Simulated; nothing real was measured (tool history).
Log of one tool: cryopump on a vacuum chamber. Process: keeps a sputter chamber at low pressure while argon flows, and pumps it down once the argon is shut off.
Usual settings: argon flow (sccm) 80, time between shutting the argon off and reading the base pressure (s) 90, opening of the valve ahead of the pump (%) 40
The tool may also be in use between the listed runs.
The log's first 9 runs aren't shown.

run	hour	argon flow (sccm)	time between shutting the argon off and reading the base pressure (s)	opening of the valve ahead of the pump (%)	pressure while argon flows (Pa)	pressure after the wait (uPa)
10	92.2	47	90	40	0.2093	4
11	106.4	80	90	40	0.3539	4.02
12	118.5	80	90	56	0.2585	3.78
13	131.6	80	90	56	0.2562	4.12
14	145	80	90	16	0.8734	4.06
15	153	80	90	16	0.8744	4.06
16	167.5	43	90	16	0.4714	4.15
17	181.3	43	90	16	0.4692	4.12
18	197.4	80	57	40	0.3583	4.73
19	206	80	194	40	0.3574	3.59
20	219.8	76	194	40	0.343	3.67
21	232.7	45	224	40	0.2028	3.61
22	240.3	64	149	23	0.4892	3.67
23	249.5	43	110	25	0.3026	3.98
24	261.5	61	90	27	0.4004	4.34
25	279.1	50	90	16	0.5503	4.06
26	288.2	52	92	20	0.46	4.19
27	303.4	80	87	27	0.5249	4.25
28	318	80	87	27	0.5275	4.2
29	330.9	80	87	27	0.5323	4.28
30	341	123	137	56	0.4052	3.99
31	356.8	123	137	56	0.4076	4.09
32	367.3	123	137	56	0.4054	3.95
33	378.6	123	33	20	1.0913	5.95
34	388.5	160	90	40	0.7302	4.37

3 ways to go on from here, each from the tool as it stands after run 34. What would each give?
A	400	49	77	27	?	?
B	400	53	31	23	?	?
C	400	71	96	34	?	?

run	pressure while argon flows (Pa)	pressure after the wait (uPa)
A	0.3243	4.49
B	0.4146	6.27
C	0.3775	4.29
Without the tool's hidden state the same runs would have given:
run	pressure while argon flows (Pa)	pressure after the wait (uPa)
A	0.3129	1.39
B	0.4021	3.1
C	0.3609	1.21

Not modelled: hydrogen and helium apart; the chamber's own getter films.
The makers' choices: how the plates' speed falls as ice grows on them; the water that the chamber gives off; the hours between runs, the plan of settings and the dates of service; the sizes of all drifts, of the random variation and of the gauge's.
